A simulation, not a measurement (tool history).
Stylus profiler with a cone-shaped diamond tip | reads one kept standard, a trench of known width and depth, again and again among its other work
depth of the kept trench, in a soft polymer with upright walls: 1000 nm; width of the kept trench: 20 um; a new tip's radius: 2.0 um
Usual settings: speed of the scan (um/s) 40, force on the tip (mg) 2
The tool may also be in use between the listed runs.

run,day,speed of the scan (um/s),force on the tip (mg),depth of the trench (Å),width of the trench's floor (µm)
1,0,40,2,10116.1,16.33
2,0.771,40,2.37,10128.7,16.41
3,1.429,136,2,10118.7,15.99
# day 1.588: new tip fitted, height scale calibrated
4,2.125,136,2,10117.8,16.08
5,2.512,37,2,10116.5,16.36
6,3.054,11,2,10112.7,16.46
7,3.829,11,2,10112.7,16.51
8,4.508,11,2,10114.6,16.49
9,5.067,11,2,10119.9,16.47
10,5.683,81,2,10117.1,16.26
11,6.329,40,2,10118.4,16.45
12,7.004,40,0.7,10060.2,16.28
13,7.358,44,2,10116.8,16.4
14,7.696,18,2,10117.3,16.45
15,8.342,18,2,10118.6,16.46
16,8.988,103,5.66,10230.7,16.33
17,9.492,117,1.6,10098,16.09
18,10.033,117,1.6,10100.6,16.12
19,10.833,117,1.6,10099.5,16.11
20,11.608,13,0.81,10061.7,16.47
21,12.158,23,1.66,10101.6,16.44
22,12.817,11,1.86,10111.1,16.49
23,13.138,43,0.98,10076.2,16.3
24,13.838,43,0.98,10074.2,16.35
25,14.517,110,2,10114.3,16.18

Forecast each of these 5 alternatives for the next run:
A,15.038,16,2,?,?
B,15.038,110,2.5,?,?
C,15.038,28,0.87,?,?
D,15.038,39,3.16,?,?
E,15.038,92,2.16,?,?

run,depth of the trench (Å),width of the trench's floor (µm)
A,10115,16.52
B,10128.9,16.18
C,10066.8,16.38
D,10156.6,16.42
E,10122.3,16.2
Without the tool's hidden state the same runs would have given:
run,depth of the trench (Å),width of the trench's floor (µm)
A,10115.2,16.53
B,10129,16.19
C,10066.9,16.38
D,10156.7,16.43
E,10122.4,16.21

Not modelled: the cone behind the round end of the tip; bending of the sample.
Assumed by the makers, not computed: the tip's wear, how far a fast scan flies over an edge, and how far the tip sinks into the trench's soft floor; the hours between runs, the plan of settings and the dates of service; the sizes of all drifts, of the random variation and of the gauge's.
